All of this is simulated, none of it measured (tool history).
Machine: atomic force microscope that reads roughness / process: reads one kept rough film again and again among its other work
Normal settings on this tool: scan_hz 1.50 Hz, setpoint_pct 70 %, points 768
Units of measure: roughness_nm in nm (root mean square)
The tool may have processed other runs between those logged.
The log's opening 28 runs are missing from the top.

run    hour  scan_hz  setpoint_pct  points  roughness_nm
     1233.3  -- height scale calibrated on a step standard
     1245.1  -- new tip fitted
 29  1273.9     1.50            55     443         0.653
     1314.0  -- new tip fitted
 30  1314.0     1.50            85     768         0.586
     1322.6  -- height scale calibrated on a step standard, once more
 31  1340.3     1.50            85     768         0.546
 32  1373.6     2.93            62     923         0.573
     1383.5  -- new tip fitted
 33  1415.9     1.50            78     509         0.580
     1454.5  -- new tip fitted
 34  1475.4     1.50            78     509         0.577
 35  1511.2     3.80            56     768         0.587
     1522.2  -- new tip fitted
 36  1544.3     1.28            56     588         0.651
 37  1572.9     1.28            56     588         0.623
     1592.2  -- new tip fitted
 38  1624.5     1.28            56     588         0.642
     1662.5  -- new tip fitted
 39  1664.9     0.54            71     768         0.668
 40  1698.5     1.50            73     697         0.588
     1733.0  -- new tip fitted
 41  1740.8     1.50            73     697         0.609
 42  1770.1     1.50            73     697         0.599
     1803.6  -- new tip fitted
 43  1809.0     1.50            70     894         0.629
 44  1845.4     1.50            70     894         0.596
     1871.3  -- new tip fitted
 45  1871.3     1.50            75     662         0.609
 46  1917.4     2.64            88     768         0.458
     1942.2  -- new tip fitted
 47  1953.8     2.64            88     768         0.468
 48  2003.9     2.64            88     768         0.457
     2012.8  -- new tip fitted
 49  2036.5     3.40            70     768         0.552
 50  2076.5     1.13            55     301         0.617
     2084.4  -- new tip fitted
 51  2108.7     1.50            70     332         0.608

Branching from run 51: 3 alternative next runs. What would each branch give?
  A  2149.6     1.46            70     422             ?
  B  2149.6     1.17            70     325             ?
  C  2149.6     2.82            70     332             ?

run  roughness_nm
  A         0.587
  B         0.589
  C         0.524
With the hidden condition removed and each run's random variation left untouched, the same runs would have given:
run  roughness_nm
  A         0.630
  B         0.633
  C         0.563

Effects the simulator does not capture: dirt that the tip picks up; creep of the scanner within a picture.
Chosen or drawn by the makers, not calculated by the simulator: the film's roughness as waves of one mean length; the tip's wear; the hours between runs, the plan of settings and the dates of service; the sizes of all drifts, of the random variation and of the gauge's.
